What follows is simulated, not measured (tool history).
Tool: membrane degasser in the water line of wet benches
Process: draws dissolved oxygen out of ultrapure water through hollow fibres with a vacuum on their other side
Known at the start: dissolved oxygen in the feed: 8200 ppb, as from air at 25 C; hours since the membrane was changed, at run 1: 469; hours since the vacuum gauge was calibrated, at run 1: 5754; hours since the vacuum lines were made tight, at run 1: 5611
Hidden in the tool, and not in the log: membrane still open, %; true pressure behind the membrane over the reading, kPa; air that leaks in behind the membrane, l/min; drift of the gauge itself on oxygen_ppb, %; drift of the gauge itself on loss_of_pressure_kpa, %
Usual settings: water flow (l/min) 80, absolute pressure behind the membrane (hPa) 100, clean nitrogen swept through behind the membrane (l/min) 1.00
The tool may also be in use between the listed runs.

run	hour	water flow (l/min)	absolute pressure behind the membrane (hPa)	clean nitrogen swept through behind the membrane (l/min)	hours since the membrane was changed	hours since the vacuum gauge was calibrated	hours since the vacuum lines were made tight	dissolved oxygen in the water behind the degasser (ppb)	pressure that the water loses in the fibres (hPa)
1	0.0	80	100	1.00	469	5754	5611	872.3	622.0
2	26.0	80	100	1.00	495	5780	5637	882.9	616.5
3	55.6	80	100	1.00	525	5810	5667	891.0	619.6
4	105.3	80	97	1.00	574	5860	5717	847.9	616.2
5	150.2	80	97	1.00	619	5905	5762	844.9	621.5
6	198.9	80	97	1.00	668	5953	5810	842.9	619.1
7	251.2	80	97	1.00	720	6006	5863	857.1	615.7
8	280.6	80	97	1.00	750	6035	5892	850.3	618.2
9	330.8	80	97	1.00	800	6085	5942	843.6	619.1
10	353.2	80	97	1.00	822	6108	5965	857.2	620.4
11	379.1	80	72	1.00	848	6134	5991	556.2	624.2
12	423.7	80	72	1.00	893	6178	6035	559.1	620.6
13	460.1	80	72	1.00	929	6215	6072	556.7	616.6
14	497.7	80	72	1.32	967	6252	6109	459.3	615.8
15	543.6	80	72	1.32	1013	6298	6155	459.1	617.3
16	578.9	80	72	1.32	1048	6333	6190	457.1	617.9
17	601.2	80	61	1.00	1070	6356	6213	421.1	619.7
18	636.4	75	61	1.26	1105	6391	6248	339.5	583.7
19	674.8	68	106	0.70	1144	6429	6286	1052.2	527.0
20	707.9	96	127	1.06	1177	6462	6319	1272.2	743.4
21	746.1	96	127	1.06	1215	6500	6358	1284.2	738.9
22	777.4	119	125	1.10	1246	6532	6389	1396.2	925.4
23	815.3	50	62	1.77	1284	6570	6427	195.5	384.8
24	861.8	104	122	1.08	1331	6616	6473	1263.8	804.8
25	890.4	68	100	1.00	1359	6645	6502	794.6	526.6
26	912.8	80	100	0.53	1382	6667	6524	1249.8	621.5
27	934.6	80	100	0.53	1404	6689	6546	1276.5	617.2
28	963.8	80	136	0.53	1433	6718	6575	1784.9	618.3
29	1002.6	92	136	0.66	1472	6757	6614	1735.0	715.9
30	1049.2	74	136	0.66	1518	6804	6661	1567.2	573.1

The next listed run, before its measurement:
31	1091.5	91	96	1.18	1561	6846	6703	?	?

{"run 31": {"dissolved oxygen in the water behind the degasser (ppb)": 824.9, "pressure that the water loses in the fibres (hPa)": 701.9}}
Without the tool's hidden state the same run would have given dissolved oxygen in the water behind the degasser (ppb) 792.4, pressure that the water loses in the fibres (hPa) 698.9.

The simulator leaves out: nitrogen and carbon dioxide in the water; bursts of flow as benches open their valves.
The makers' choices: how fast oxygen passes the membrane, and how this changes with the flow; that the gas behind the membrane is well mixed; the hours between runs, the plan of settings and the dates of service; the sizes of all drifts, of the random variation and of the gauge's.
